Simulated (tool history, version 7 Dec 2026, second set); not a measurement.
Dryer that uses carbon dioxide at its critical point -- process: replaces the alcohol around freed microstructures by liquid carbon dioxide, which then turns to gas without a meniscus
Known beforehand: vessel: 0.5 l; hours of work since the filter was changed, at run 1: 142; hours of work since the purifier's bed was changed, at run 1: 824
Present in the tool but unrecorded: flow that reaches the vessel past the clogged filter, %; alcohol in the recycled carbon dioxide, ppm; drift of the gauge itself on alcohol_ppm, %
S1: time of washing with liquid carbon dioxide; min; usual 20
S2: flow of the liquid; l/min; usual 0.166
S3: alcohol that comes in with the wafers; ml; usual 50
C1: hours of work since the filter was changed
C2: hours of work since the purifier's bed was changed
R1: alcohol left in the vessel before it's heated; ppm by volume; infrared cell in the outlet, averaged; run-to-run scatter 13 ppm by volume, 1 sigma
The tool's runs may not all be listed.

run    hour  S1     S2   S3   C1    C2     R1
  1       0  20  0.166   50  142   824   1378
  2    22.3  20  0.166   29  159   842    902
  3    44.5  20  0.166   29  177   859    987
  4    71.8  20  0.166   50  198   880   1604
  5   125.7  20  0.166   32  240   922   1246
      160.2  -- inlet filter changed
  6   172.3  20  0.166   50    9   958    995
  7   205.5  20  0.166   50   35   984   1097
  8   251.1  20  0.166   50   71  1019   1232
  9   299.9  20  0.166   50  109  1057   1366
      333.8  -- purifier's bed changed
 10   355.5  20  0.166   50  150    17   1315
 11   404.3  20  0.166   50  188    55   1515
 12   432.6  20  0.166   50  210    77   1584
 13   480.3  20  0.126   50  247   114   4677
      502.5  -- inlet filter changed
 14   506.6  20  0.126   50    3   134   2661
 15   556.1  30  0.166   50   42   173    124
 16   602.4  20  0.166   22   78   209    498
 17   630.6  20  0.166  119  100   231   2653
 18   671.5  20  0.166  119  132   263   3039
 19     726  20  0.166  119  174   305   3469
 20   757.5  20  0.166  119  199   330   3636
 21   811.5  20  0.166  119  241   372   4219
        845  -- inlet filter changed
 22   866.2  20  0.166  119   17   414   2165
 23     907  20  0.166  119   48   445   2438
 24   944.4  20  0.166  119   77   475   2653
 25   976.7  14   0.12   68  103   500  14671
 26   999.8  17   0.15   70  121   518   5018
 27  1030.3  13  0.135   64  145   542  13296
 28  1069.7  20  0.113   50  175   572   6008
 29  1103.8  24  0.178   25  202   599    358
 30    1158  20  0.183   72  244   641   1884
     1184.3  -- inlet filter changed
 31  1204.8  20  0.215   72   16   677    433
 32  1248.1  20  0.199   45   50   711    471
 33  1270.7  20  0.199   45   67   728    500
 34  1316.4  21  0.199  115  103   764    945
 35    1361  20  0.139   50  138   799   2747
 36  1387.1  13  0.111   52  158   819  16113
 37  1441.6  13   0.11   72  201   861  23597
 38  1477.7  13   0.11   72  229   890  24903
     1524.9  -- inlet filter changed
 39  1526.6  13   0.11   72    1   927  18666
 40    1568  15   0.22   20   34   959    555
 41  1593.1  29  0.212   55   53   979    187
 42  1641.6  29  0.212   55   91  1017    205
 43  1666.1  18  0.122   60  110  1036   6485
 44  1710.3  18  0.122   60  145  1070   7023
     1730.9  -- purifier's bed changed
 45  1743.4  18  0.122   60  168    10   7271
 46  1773.4  20  0.166   60  191    33   1764

Describe how what the log doesn't record of the tool's condition differs between the last listed run preceding each entry between runs and the first listed run following it.
Between runs 5 and 6: inlet filter changed (hour 160.2)
  flow that reaches the vessel past the clogged filter, %: 85.2 -> 99.3; alcohol in the recycled carbon dioxide, ppm: 158.3 -> 163.9
  difference, measured minus the result without the unlogged condition, R1: +708 -> +183 ppm by volume
Between runs 9 and 10: purifier's bed changed (hour 333.8)
  flow that reaches the vessel past the clogged filter, %: 93 -> 90.3; alcohol in the recycled carbon dioxide, ppm: 180.5 -> 7.8
  difference, measured minus the result without the unlogged condition, R1: +518 -> +489 ppm by volume
Between runs 13 and 14: inlet filter changed (hour 502.5)
  flow that reaches the vessel past the clogged filter, %: 84 -> 99.1; alcohol in the recycled carbon dioxide, ppm: 24.8 -> 27.9
  difference, measured minus the result without the unlogged condition, R1: +2074 -> +107 ppm by volume
Between runs 21 and 22: inlet filter changed (hour 845)
  flow that reaches the vessel past the clogged filter, %: 84.3 -> 98.1; alcohol in the recycled carbon dioxide, ppm: 68.3 -> 75.7
  difference, measured minus the result without the unlogged condition, R1: +2260 -> +254 ppm by volume
Between runs 30 and 31: inlet filter changed (hour 1184.3)
  flow that reaches the vessel past the clogged filter, %: 83.4 -> 98.5; alcohol in the recycled carbon dioxide, ppm: 115.3 -> 121.2
  difference, measured minus the result without the unlogged condition, R1: +1147 -> +147 ppm by volume
Between runs 38 and 39: inlet filter changed (hour 1524.9)
  flow that reaches the vessel past the clogged filter, %: 85.4 -> 99.4; alcohol in the recycled carbon dioxide, ppm: 157.1 -> 163.5
  difference, measured minus the result without the unlogged condition, R1: +6603 -> +378 ppm by volume
Between runs 44 and 45: purifier's bed changed (hour 1730.9)
  flow that reaches the vessel past the clogged filter, %: 90.4 -> 88.8; alcohol in the recycled carbon dioxide, ppm: 188.2 -> 7.7
  difference, measured minus the result without the unlogged condition, R1: +1977 -> +2166 ppm by volume
